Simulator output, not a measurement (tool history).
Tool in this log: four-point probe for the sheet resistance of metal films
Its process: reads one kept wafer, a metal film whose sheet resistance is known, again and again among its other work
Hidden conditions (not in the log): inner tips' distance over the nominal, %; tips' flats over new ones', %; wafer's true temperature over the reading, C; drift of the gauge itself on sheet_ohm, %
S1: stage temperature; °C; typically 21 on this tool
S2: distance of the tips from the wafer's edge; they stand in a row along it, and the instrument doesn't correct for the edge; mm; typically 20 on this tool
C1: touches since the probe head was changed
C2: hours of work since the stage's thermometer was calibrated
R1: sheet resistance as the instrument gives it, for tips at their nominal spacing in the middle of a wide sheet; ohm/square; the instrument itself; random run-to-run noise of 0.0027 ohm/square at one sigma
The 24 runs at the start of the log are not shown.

Run 25, day 38.029: usual settings but S1 26 °C, S2 38 mm; C1 108521; C2 86. Result: R1 13.502481 ohm/square.
Run 26, day 39.562: usual settings but S1 27 °C, S2 34 mm; C1 110000; C2 111. Result: R1 13.502767 ohm/square.
Run 27, day 40.629: usual settings but S2 10 mm; C1 111031; C2 129. Result: R1 13.574227 ohm/square.
Run 28, day 41.867: usual settings but S2 50 mm; C1 112227; C2 150. Result: R1 13.507872 ohm/square.
Run 29, day 42.967: usual settings but S1 33 °C, S2 13 mm; C1 113288; C2 168. Result: R1 13.524071 ohm/square.
Run 30, day 44.058: usual settings but S1 23 °C, S2 14 mm; C1 114342; C2 187. Result: R1 13.534501 ohm/square.
At day 45.942: stage's thermometer calibrated, once more.
Run 31, day 46.308: usual settings but S1 23 °C, S2 14 mm; C1 116493; C2 6. Result: R1 13.520001 ohm/square.
Run 32, day 47.633: usual settings but S1 23 °C, S2 14 mm; C1 117775; C2 28. Result: R1 13.526519 ohm/square.
Run 33, day 49.496: usual settings but S1 23 °C, S2 14 mm; C1 119571; C2 59. Result: R1 13.51838 ohm/square.
Run 34, day 51.221: usual settings but S1 23 °C, S2 14 mm; C1 121239; C2 88. Result: R1 13.515968 ohm/square.
Run 35, day 52.517: usual settings but S1 23 °C, S2 6 mm; C1 122489; C2 110. Result: R1 13.680782 ohm/square.
Run 36, day 53.483: usual settings but S1 25 °C, S2 6 mm; C1 123424; C2 126. Result: R1 13.675188 ohm/square.
Run 37, day 54.817: usual settings but S1 25 °C, S2 6 mm; C1 124708; C2 148. Result: R1 13.676871 ohm/square.
Run 38, day 55.829: usual settings but S1 20 °C; C1 125689; C2 165. Result: R1 13.503178 ohm/square.
Run 39, day 57.733: usual settings but S1 26 °C, S2 16 mm; C1 127528; C2 197. Result: R1 13.50242 ohm/square.
Run 40, day 58.812: usual settings but S1 25 °C, S2 12 mm; C1 128567; C2 215. Result: R1 13.519331 ohm/square.
Run 41, day 60.883: usual settings but S1 20 °C, S2 4 mm; C1 130566; C2 250. Result: R1 13.913851 ohm/square.
Run 42, day 62.258: usual settings but S1 28 °C, S2 39 mm; C1 131896; C2 273. Result: R1 13.470852 ohm/square.
Run 43, day 63.842: usual settings but S1 29 °C, S2 14 mm; C1 133423; C2 299. Result: R1 13.502664 ohm/square.

Branching from run 43: 4 alternative next runs. What would each branch give?
Run A, day 65.658: usual settings but S1 19 °C, S2 14 mm; C1 135178; C2 330. Result: R1 ?.
Run B, day 65.658: usual settings but S1 34 °C, S2 21 mm; C1 135178; C2 330. Result: R1 ?.
Run C, day 65.658: usual settings but S1 26 °C, S2 29 mm; C1 135178; C2 330. Result: R1 ?.
Run D, day 65.658: usual settings but S1 19 °C, S2 4 mm; C1 135178; C2 330. Result: R1 ?.

run         R1
  A  13.507266
  B   13.47219
  C  13.472866
  D  13.914076
Without the tool's unlogged condition, the same runs would have read:
run         R1
  A  13.583545
  B  13.548598
  C  13.549117
  D  13.992451

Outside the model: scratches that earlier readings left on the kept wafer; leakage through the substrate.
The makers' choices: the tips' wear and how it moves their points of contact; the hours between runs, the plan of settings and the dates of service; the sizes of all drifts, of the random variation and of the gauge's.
